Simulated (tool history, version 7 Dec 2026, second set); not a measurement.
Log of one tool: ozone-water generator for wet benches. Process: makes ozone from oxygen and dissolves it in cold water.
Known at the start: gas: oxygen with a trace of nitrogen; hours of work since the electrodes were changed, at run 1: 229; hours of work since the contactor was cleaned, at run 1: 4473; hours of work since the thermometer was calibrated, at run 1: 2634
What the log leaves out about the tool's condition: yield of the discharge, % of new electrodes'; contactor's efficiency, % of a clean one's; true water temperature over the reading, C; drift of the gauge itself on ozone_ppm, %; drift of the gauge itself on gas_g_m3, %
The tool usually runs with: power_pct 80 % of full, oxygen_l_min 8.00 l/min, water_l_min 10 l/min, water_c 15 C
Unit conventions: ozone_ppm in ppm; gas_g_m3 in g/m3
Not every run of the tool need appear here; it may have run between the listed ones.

run	day	power_pct	oxygen_l_min	water_l_min	water_c	hours of work since the electrodes were changed	hours of work since the contactor was cleaned	hours of work since the thermometer was calibrated	ozone_ppm	gas_g_m3
1	0.000	80	8.00	10	15	229	4473	2634	47.7	258.3
2	1.792	80	8.00	10	9	256	4500	2661	54.1	256.3
3	3.446	80	8.00	10	15	280	4525	2686	47.3	258.3
4	4.521	80	8.00	10	15	296	4541	2702	47.1	256.3
5	5.458	80	8.00	10	15	310	4555	2716	47.6	257.1
6	7.438	80	8.00	10	15	340	4584	2745	46.8	258.4
7	8.500	80	8.00	10	18	356	4600	2761	44.5	253.6
8	10.379	80	8.00	10	15	384	4628	2789	47.0	254.2
9	12.083	80	8.00	10	15	409	4653	2814	47.0	256.4
10	12.954	80	8.00	10	15	422	4666	2827	47.3	254.6
11	14.958	80	4.27	10	15	452	4696	2857	51.7	351.7
12	16.308	80	8.00	10	15	472	4716	2877	47.1	256.1
13	18.138	80	8.00	10	15	499	4744	2904	47.3	254.9
14	19.717	86	8.00	10	9	523	4767	2928	56.9	273.1
15	21.638	86	8.68	10	9	551	4796	2956	56.5	259.1
16	23.371	80	5.35	10	15	577	4821	2982	50.4	315.1
17	25.346	80	5.35	9	15	606	4851	3012	53.7	311.6
18	26.729	44	13.22	6	15	627	4871	3032	29.8	115.5
19	28.233	44	13.22	6	15	649	4894	3055	29.8	114.5
20	29.388	80	7.48	9	16	667	4911	3072	49.5	262.7
21	30.354	72	10.40	9	16	681	4925	3086	41.5	202.4
22	32.225	50	5.12	10	8	709	4953	3114	37.8	211.3
23	33.858	50	11.30	10	19	733	4978	3138	25.9	141.3
# day 34.788: water thermometer calibrated
24	34.788	57	5.59	7	23	747	4991	0	38.4	226.3
25	36.542	40	4.89	6	23	773	5017	26	31.4	177.7

Alternative continuations, all from the tool just after run 25; predict every row:
A	37.567	80	10.10	10	15	788	5032	41	?	?
B	37.567	60	6.36	8	15	788	5032	41	?	?
C	37.567	64	4.89	6	23	788	5032	41	?	?

run	ozone_ppm	gas_g_m3
A	44.2	223.8
B	44.0	219.4
C	47.3	267.6
With no hidden state in the tool, these same runs would have given:
run	ozone_ppm	gas_g_m3
A	46.6	230.0
B	46.0	224.0
C	49.3	273.7

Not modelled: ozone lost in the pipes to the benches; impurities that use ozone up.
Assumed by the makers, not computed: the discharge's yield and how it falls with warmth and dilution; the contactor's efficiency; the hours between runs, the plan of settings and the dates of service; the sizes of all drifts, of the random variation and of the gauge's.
